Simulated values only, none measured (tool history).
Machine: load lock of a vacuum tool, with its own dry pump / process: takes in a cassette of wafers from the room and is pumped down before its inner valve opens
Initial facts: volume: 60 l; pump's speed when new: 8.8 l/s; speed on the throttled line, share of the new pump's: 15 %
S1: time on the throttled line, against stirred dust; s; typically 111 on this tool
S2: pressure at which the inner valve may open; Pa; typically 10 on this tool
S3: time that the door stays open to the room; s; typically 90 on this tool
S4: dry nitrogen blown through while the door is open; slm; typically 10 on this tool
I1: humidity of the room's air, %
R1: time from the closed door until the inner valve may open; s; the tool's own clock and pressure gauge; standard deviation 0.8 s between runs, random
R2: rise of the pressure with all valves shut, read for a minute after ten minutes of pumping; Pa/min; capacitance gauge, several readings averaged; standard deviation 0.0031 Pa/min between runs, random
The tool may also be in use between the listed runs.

Run 1, hour 0.0: usual settings; I1 46.9. Result: R1 164.5 s, R2 0.077 Pa/min.
Run 2, hour 60.1: usual settings; I1 45.5. Result: R1 164.5 s, R2 0.073 Pa/min.
Run 3, hour 159.5: usual settings; I1 47.6. Result: R1 164.8 s, R2 0.070 Pa/min.
Run 4, hour 270.2: usual settings; I1 45.5. Result: R1 164.5 s, R2 0.071 Pa/min.
Run 5, hour 392.2: usual settings; I1 43.6. Result: R1 163.8 s, R2 0.063 Pa/min.
Run 6, hour 499.7: usual settings; I1 40.3. Result: R1 163.6 s, R2 0.071 Pa/min.
Run 7, hour 622.0: usual settings; I1 45.7. Result: R1 163.0 s, R2 0.075 Pa/min.
Run 8, hour 679.0: usual settings; I1 44.4. Result: R1 166.0 s, R2 0.072 Pa/min.
Run 9, hour 763.9: usual settings; I1 44.4. Result: R1 164.0 s, R2 0.069 Pa/min.
Run 10, hour 851.2: usual settings; I1 43.4. Result: R1 165.9 s, R2 0.075 Pa/min.
Run 11, hour 972.9: usual settings; I1 41.7. Result: R1 165.2 s, R2 0.071 Pa/min.
Run 12, hour 1042.9: usual settings; I1 46.4. Result: R1 166.4 s, R2 0.078 Pa/min.
Run 13, hour 1162.7: usual settings but S1 142 s; I1 44.0. Result: R1 191.8 s, R2 0.071 Pa/min.
Run 14, hour 1242.6: usual settings but S1 142 s; I1 45.9. Result: R1 191.0 s, R2 0.076 Pa/min.
Run 15, hour 1353.9: usual settings but S1 142 s; I1 45.4. Result: R1 190.9 s, R2 0.077 Pa/min.
Run 16, hour 1463.2: usual settings but S1 142 s; I1 41.8. Result: R1 191.2 s, R2 0.065 Pa/min.
Run 17, hour 1574.8: usual settings but S2 9 Pa; I1 43.8. Result: R1 166.6 s, R2 0.072 Pa/min.
Run 18, hour 1691.7: usual settings but S2 9 Pa; I1 42.1. Result: R1 166.5 s, R2 0.075 Pa/min.
Run 19, hour 1813.3: usual settings but S2 9 Pa; I1 41.5. Result: R1 166.1 s, R2 0.071 Pa/min.
Run 20, hour 1920.3: usual settings but S4 18 slm; I1 45.7. Result: R1 166.6 s, R2 0.067 Pa/min.
Run 21, hour 1992.1: usual settings but S1 199 s, S4 35 slm; I1 42.6. Result: R1 236.6 s, R2 0.051 Pa/min.
Run 22, hour 2077.8: usual settings but S1 199 s, S4 35 slm; I1 49.1. Result: R1 238.6 s, R2 0.053 Pa/min.
Run 23, hour 2154.1: usual settings but S1 85 s, S3 136 s, S4 35 slm; I1 44.8. Result: R1 144.1 s, R2 0.059 Pa/min.
Run 24, hour 2221.9: usual settings but S1 169 s, S3 35 s, S4 36 slm; I1 42.5. Result: R1 215.0 s, R2 0.039 Pa/min.
Run 25, hour 2323.6: usual settings but S1 169 s, S2 9 Pa, S3 189 s, S4 7 slm; I1 43.9. Result: R1 216.5 s, R2 0.117 Pa/min.
Run 26, hour 2398.0: usual settings but S1 169 s, S2 9 Pa, S3 189 s, S4 7 slm; I1 45.7. Result: R1 214.3 s, R2 0.124 Pa/min.
Run 27, hour 2475.7: usual settings but S1 90 s, S2 8 Pa, S3 80 s, S4 6 slm; I1 45.8. Result: R1 150.5 s, R2 0.085 Pa/min.
Run 28, hour 2527.2: usual settings but S2 19 Pa, S3 134 s, S4 41 slm; I1 43.8. Result: R1 158.9 s, R2 0.058 Pa/min.
Run 29, hour 2603.5: usual settings but S1 169 s; I1 47.0. Result: R1 212.9 s, R2 0.084 Pa/min.
Run 30, hour 2674.6: usual settings but S1 169 s; I1 42.4. Result: R1 214.5 s, R2 0.073 Pa/min.
Run 31, hour 2789.1: usual settings but S2 19 Pa, S3 239 s, S4 7 slm; I1 43.7. Result: R1 161.3 s, R2 0.129 Pa/min.
Run 32, hour 2854.9: usual settings but S2 18 Pa, S3 239 s, S4 7 slm; I1 43.6. Result: R1 160.7 s, R2 0.138 Pa/min.
Run 33, hour 2931.7: usual settings but S1 145 s, S2 16 Pa, S4 25 slm; I1 46.1. Result: R1 191.4 s, R2 0.067 Pa/min.
Run 34, hour 2989.8: usual settings but S1 145 s, S2 16 Pa, S4 25 slm; I1 43.8. Result: R1 189.8 s, R2 0.065 Pa/min.
Run 35, hour 3074.4: usual settings but S1 145 s, S2 16 Pa, S3 61 s, S4 9 slm; I1 48.6. Result: R1 190.1 s, R2 0.073 Pa/min.

Same runs, no hidden state in the tool, same run-to-run variation:
Unlogged tool condition in this case: pump's speed, % of a new pump's; leak at the door's seal, Pa l/s; drift of the gauge itself on ready_s, %; drift of the gauge itself on rise_pa_min, %.
run     R1     R2
  1  158.5  0.074
  2  158.4  0.069
  3  158.6  0.066
  4  158.3  0.067
  5  157.5  0.058
  6  157.2  0.066
  7  156.6  0.070
  8  159.4  0.067
  9  157.4  0.063
 10  159.2  0.069
 11  158.4  0.064
 12  159.5  0.071
 13  185.5  0.063
 14  184.6  0.068
 15  184.4  0.068
 16  184.7  0.056
 17  159.0  0.063
 18  158.8  0.065
 19  158.2  0.061
 20  158.9  0.056
 21  231.1  0.040
 22  233.0  0.042
 23  135.5  0.048
 24  208.5  0.027
 25  209.7  0.105
 26  207.6  0.111
 27  141.4  0.072
 28  151.6  0.045
 29  206.2  0.070
 30  207.7  0.059
 31  153.7  0.115
 32  153.0  0.123
 33  184.3  0.052
 34  182.8  0.050
 35  183.0  0.058
